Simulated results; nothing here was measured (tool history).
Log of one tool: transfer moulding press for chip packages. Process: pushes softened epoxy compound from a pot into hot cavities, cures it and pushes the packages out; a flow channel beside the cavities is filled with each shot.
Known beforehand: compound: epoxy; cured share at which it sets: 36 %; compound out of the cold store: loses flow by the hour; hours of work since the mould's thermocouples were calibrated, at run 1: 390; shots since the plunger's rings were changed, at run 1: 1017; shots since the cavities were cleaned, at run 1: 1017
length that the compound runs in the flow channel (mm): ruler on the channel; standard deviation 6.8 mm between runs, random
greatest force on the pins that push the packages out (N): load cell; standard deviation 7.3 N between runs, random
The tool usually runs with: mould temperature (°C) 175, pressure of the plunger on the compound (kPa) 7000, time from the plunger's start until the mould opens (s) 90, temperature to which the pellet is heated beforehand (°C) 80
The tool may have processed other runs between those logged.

| run | hour | mould temperature (°C) | pressure of the plunger on the compound (kPa) | time from the plunger's start until the mould opens (s) | temperature to which the pellet is heated beforehand (°C) | hours of work since the mould's thermocouples were calibrated | shots since the plunger's rings were changed | shots since the cavities were cleaned | incoming compound's hours out of the cold store | length that the compound runs in the flow channel (mm) | greatest force on the pins that push the packages out (N) |
|---|---|---|---|---|---|---|---|---|---|---|---|
| 1 | 0 | 175 | 7000 | 90 | 80 | 390 | 1017 | 1017 | 29.3 | 693 | 625 |
|  | 10.2 | cavities cleaned with cleaning compound and waxed |
| 2 | 16 | 175 | 7000 | 90 | 80 | 397 | 1164 | 59 | 38.6 | 678 | 340 |
| 3 | 33.2 | 175 | 7000 | 90 | 80 | 405 | 1339 | 234 | 8.4 | 741 | 469 |
| 4 | 55 | 176 | 7000 | 90 | 80 | 416 | 1561 | 456 | 40.5 | 680 | 469 |
| 5 | 75.7 | 175 | 7000 | 90 | 71 | 426 | 1772 | 667 | 9.1 | 744 | 607 |
| 6 | 92.9 | 175 | 7000 | 90 | 80 | 434 | 1947 | 842 | 23.2 | 707 | 632 |
| 7 | 111.6 | 175 | 7000 | 90 | 80 | 443 | 2137 | 1032 | 43 | 675 | 631 |
|  | 120.2 | cavities cleaned with cleaning compound and waxed |
| 8 | 133.8 | 175 | 7000 | 90 | 80 | 453 | 2348 | 139 | 43.6 | 667 | 371 |
| 9 | 146.2 | 175 | 7000 | 90 | 80 | 458 | 2474 | 265 | 30.2 | 692 | 430 |
| 10 | 163 | 175 | 7000 | 90 | 80 | 467 | 2646 | 437 | 34.6 | 679 | 506 |
| 11 | 181.5 | 175 | 7000 | 90 | 80 | 475 | 2834 | 625 | 25.4 | 689 | 586 |
| 12 | 201.7 | 175 | 7000 | 90 | 80 | 485 | 3040 | 831 | 29 | 677 | 607 |
| 13 | 220.1 | 169 | 8010 | 92 | 77 | 494 | 3227 | 1018 | 10.9 | 777 | 994 |
|  | 230.2 | cavities cleaned with cleaning compound and waxed |
| 14 | 240.4 | 171 | 5580 | 92 | 77 | 503 | 3418 | 104 | 46.3 | 582 | 473 |
| 15 | 262.8 | 179 | 6370 | 102 | 86 | 513 | 3646 | 332 | 37.1 | 623 | 307 |
| 16 | 275 | 179 | 6370 | 102 | 86 | 519 | 3771 | 457 | 29.4 | 641 | 348 |
| 17 | 286.1 | 179 | 6370 | 102 | 86 | 524 | 3883 | 569 | 18.5 | 652 | 370 |
| 18 | 302.2 | 175 | 8410 | 99 | 70 | 532 | 4048 | 734 | 16.8 | 762 | 525 |
| 19 | 316.5 | 168 | 8410 | 99 | 70 | 539 | 4193 | 879 | 28.9 | 745 | 849 |
| 20 | 325.9 | 168 | 8410 | 99 | 70 | 543 | 4289 | 975 | 28.7 | 751 | 878 |
| 21 | 335.1 | 168 | 8410 | 99 | 70 | 548 | 4383 | 1069 | 28.5 | 757 | 894 |
|  | 340 | cavities cleaned with cleaning compound and waxed |
| 22 | 348.1 | 168 | 8410 | 99 | 78 | 553 | 4499 | 82 | 17 | 766 | 481 |

Across each entry between runs, compare the hidden state at the last listed run before it with the hidden state at the first listed run after it:
From run 1 to run 2: cavities cleaned with cleaning compound and waxed (hour 10.2)
  true mould temperature over the reading, C: -1.02 -> -1.03; pressure that reaches the compound, % of what is set: 96.23 -> 95.74; grip of the stained cavities, % over clean ones': 100.9 -> 11.4
  the result without the hidden state subtracted from the measured one, length that the compound runs in the flow channel (mm): -12 -> -13; greatest force on the pins that push the packages out (N): +332 -> +55
From run 7 to run 8: cavities cleaned with cleaning compound and waxed (hour 120.2)
  true mould temperature over the reading, C: -1.1 -> -1.11; pressure that reaches the compound, % of what is set: 92.4 -> 91.7; grip of the stained cavities, % over clean ones': 103.9 -> 24.3
  the result without the hidden state subtracted from the measured one, length that the compound runs in the flow channel (mm): -25 -> -28; greatest force on the pins that push the packages out (N): +345 -> +93
From run 13 to run 14: cavities cleaned with cleaning compound and waxed (hour 230.2)
  true mould temperature over the reading, C: -1.18 -> -1.19; pressure that reaches the compound, % of what is set: 88.81 -> 88.19; grip of the stained cavities, % over clean ones': 103.5 -> 20.2
  the result without the hidden state subtracted from the measured one, length that the compound runs in the flow channel (mm): -44 -> -35; greatest force on the pins that push the packages out (N): +547 -> +113
From run 21 to run 22: cavities cleaned with cleaning compound and waxed (hour 340)
  pressure that reaches the compound, % of what is set: 85.19 -> 84.79; grip of the stained cavities, % over clean ones': 106.5 -> 15
  the result without the hidden state subtracted from the measured one, length that the compound runs in the flow channel (mm): -60 -> -63; greatest force on the pins that push the packages out (N): +501 -> +102

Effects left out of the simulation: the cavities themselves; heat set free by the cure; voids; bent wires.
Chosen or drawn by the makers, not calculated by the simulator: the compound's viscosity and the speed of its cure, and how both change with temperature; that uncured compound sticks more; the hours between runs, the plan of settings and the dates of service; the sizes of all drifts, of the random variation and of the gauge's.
